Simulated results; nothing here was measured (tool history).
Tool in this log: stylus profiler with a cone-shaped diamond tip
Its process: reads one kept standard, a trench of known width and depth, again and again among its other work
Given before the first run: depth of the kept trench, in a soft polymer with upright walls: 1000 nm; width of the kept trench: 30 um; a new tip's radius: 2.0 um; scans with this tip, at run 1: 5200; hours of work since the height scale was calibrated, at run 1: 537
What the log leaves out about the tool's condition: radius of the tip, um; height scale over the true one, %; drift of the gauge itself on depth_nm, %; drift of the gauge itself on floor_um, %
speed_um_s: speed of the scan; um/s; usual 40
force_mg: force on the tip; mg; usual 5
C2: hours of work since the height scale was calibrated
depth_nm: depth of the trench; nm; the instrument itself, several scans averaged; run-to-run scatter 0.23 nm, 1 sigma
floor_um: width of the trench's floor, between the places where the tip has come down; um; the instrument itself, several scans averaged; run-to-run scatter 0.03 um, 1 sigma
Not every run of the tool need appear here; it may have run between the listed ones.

Run 1, day 0: usual settings; scans with this tip 5200; C2 537. Result: depth_nm 1021.13 nm, floor_um 26.16 um.
Run 2, day 2.538: usual settings; scans with this tip 5525; C2 571. Result: depth_nm 1020.88 nm, floor_um 26.12 um.
Run 3, day 4.625: usual settings; scans with this tip 5793; C2 598. Result: depth_nm 1020.41 nm, floor_um 26.08 um.
Run 4, day 6.608: usual settings but speed_um_s 91 um/s; scans with this tip 6048; C2 625. Result: depth_nm 1020.94 nm, floor_um 25.91 um.
Run 5, day 8.138: usual settings but speed_um_s 115 um/s; scans with this tip 6244; C2 645. Result: depth_nm 1020.55 nm, floor_um 25.77 um.
Run 6, day 9.512: usual settings but speed_um_s 115 um/s; scans with this tip 6421; C2 663. Result: depth_nm 1020.52 nm, floor_um 25.76 um.
Run 7, day 11.404: usual settings but force_mg 1.67 mg; scans with this tip 6664; C2 688. Result: depth_nm 1009.27 nm, floor_um 25.92 um.
Run 8, day 13.646: usual settings but force_mg 1.67 mg; scans with this tip 6951; C2 718. Result: depth_nm 1009.38 nm, floor_um 25.91 um.
Run 9, day 15.771: usual settings but force_mg 1.67 mg; scans with this tip 7224; C2 746. Result: depth_nm 1009.56 nm, floor_um 25.79 um.
Run 10, day 17.875: usual settings but force_mg 1.67 mg; scans with this tip 7494; C2 774. Result: depth_nm 1009.46 nm, floor_um 25.89 um.
Run 11, day 20.221: usual settings but force_mg 1.67 mg; scans with this tip 7795; C2 805. Result: depth_nm 1009.21 nm, floor_um 25.87 um.
Run 12, day 21.633: usual settings but force_mg 1.67 mg; scans with this tip 7977; C2 824. Result: depth_nm 1009.05 nm, floor_um 25.85 um.
Run 13, day 23.208: usual settings but force_mg 1.67 mg; scans with this tip 8179; C2 845. Result: depth_nm 1008.93 nm, floor_um 25.82 um.
Run 14, day 24.904: usual settings but force_mg 1.67 mg; scans with this tip 8397; C2 867. Result: depth_nm 1009.18 nm, floor_um 25.84 um.
Run 15, day 26.754: usual settings but speed_um_s 30 um/s; scans with this tip 8634; C2 892. Result: depth_nm 1020.1 nm, floor_um 25.94 um.
Run 16, day 28.971: usual settings but speed_um_s 132 um/s, force_mg 2.75 mg; scans with this tip 8919; C2 921. Result: depth_nm 1012.75 nm, floor_um 25.43 um.

Run 17 comes next. What will it give?
Run 17, day 30.458: usual settings but force_mg 3.04 mg; scans with this tip 9109; C2 941. Result: depth_nm ?, floor_um ?.

Logged for run 17: depth_nm 1014.35 nm, floor_um 25.84 um.
Had the tool carried no hidden state, the very same run would have given depth_nm 1015.72 nm, floor_um 26.36 um.

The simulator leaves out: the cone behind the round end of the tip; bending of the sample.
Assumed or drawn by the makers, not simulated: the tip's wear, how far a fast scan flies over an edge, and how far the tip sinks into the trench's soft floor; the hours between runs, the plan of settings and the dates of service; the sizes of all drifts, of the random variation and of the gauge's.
